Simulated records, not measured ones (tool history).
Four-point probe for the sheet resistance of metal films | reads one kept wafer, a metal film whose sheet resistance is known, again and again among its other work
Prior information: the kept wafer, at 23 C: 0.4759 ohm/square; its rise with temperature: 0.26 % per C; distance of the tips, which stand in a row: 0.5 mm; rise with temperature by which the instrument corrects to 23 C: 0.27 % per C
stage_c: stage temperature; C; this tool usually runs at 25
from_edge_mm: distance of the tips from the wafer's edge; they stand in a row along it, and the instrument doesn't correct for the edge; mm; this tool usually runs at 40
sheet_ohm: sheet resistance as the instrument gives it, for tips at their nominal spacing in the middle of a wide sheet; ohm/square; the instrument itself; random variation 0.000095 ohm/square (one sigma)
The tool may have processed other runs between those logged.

| run | hour | stage_c | from_edge_mm | sheet_ohm |
|---|---|---|---|---|
| 1 | 0 | 25 | 40 | 0.47911 |
| 2 | 9.8 | 25 | 40 | 0.478998 |
| 3 | 18.7 | 25 | 40 | 0.478933 |
| 4 | 26.2 | 19 | 40 | 0.47953 |
| 5 | 36.7 | 27 | 40 | 0.478834 |
| 6 | 47.3 | 25 | 25 | 0.479074 |
| 7 | 54.7 | 25 | 25 | 0.479188 |
| 8 | 63.9 | 25 | 25 | 0.479205 |
| 9 | 77.3 | 27 | 40 | 0.479013 |
| 10 | 90.6 | 34 | 40 | 0.478486 |
| 11 | 106.1 | 34 | 40 | 0.478674 |
| 12 | 115.4 | 24 | 40 | 0.479256 |
| 13 | 129.7 | 24 | 40 | 0.479075 |
| 14 | 140.5 | 24 | 33 | 0.479341 |
| 15 | 155.8 | 24 | 33 | 0.479303 |
| 16 | 171.9 | 24 | 33 | 0.479144 |
| 17 | 180.6 | 29 | 40 | 0.479044 |
| 18 | 188.9 | 24 | 40 | 0.4792 |
| 19 | 196.1 | 24 | 40 | 0.479328 |
| 20 | 210.9 | 18 | 8 | 0.480738 |
| 21 | 227.8 | 23 | 3 | 0.486455 |
| 22 | 244.5 | 29 | 34 | 0.47884 |
| 23 | 254.6 | 29 | 34 | 0.478761 |
| 24 | 263.6 | 23 | 40 | 0.479383 |
| 25 | 275.1 | 23 | 40 | 0.479416 |
| 26 | 285.9 | 29 | 49 | 0.479159 |
| 27 | 301 | 29 | 49 | 0.479015 |
| 28 | 314.5 | 29 | 49 | 0.478945 |
| 29 | 329.3 | 32 | 10 | 0.479338 |
| 30 | 343.7 | 26 | 17 | 0.479599 |
| 31 | 358.2 | 31 | 18 | 0.478864 |
| 32 | 373.2 | 31 | 7 | 0.480235 |
| 33 | 386.1 | 31 | 7 | 0.480037 |
| 34 | 393.7 | 31 | 7 | 0.480389 |
| 35 | 408.2 | 20 | 14 | 0.480257 |
| 36 | 423.8 | 25 | 9 | 0.480293 |
| 37 | 440.5 | 19 | 62 | 0.47997 |

Here are 4 independent what-if runs from the current tool condition. What would each one return?
| A | 449.3 | 19 | 62 | ? |
| B | 449.3 | 33 | 11 | ? |
| C | 449.3 | 22 | 15 | ? |
| D | 449.3 | 24 | 12 | ? |

| run | sheet_ohm |
|---|---|
| A | 0.479963 |
| B | 0.479405 |
| C | 0.479955 |
| D | 0.479899 |
Without the tool's unlogged condition, the same runs would have read:
| run | sheet_ohm |
|---|---|
| A | 0.476277 |
| B | 0.475724 |
| C | 0.476269 |
| D | 0.476214 |
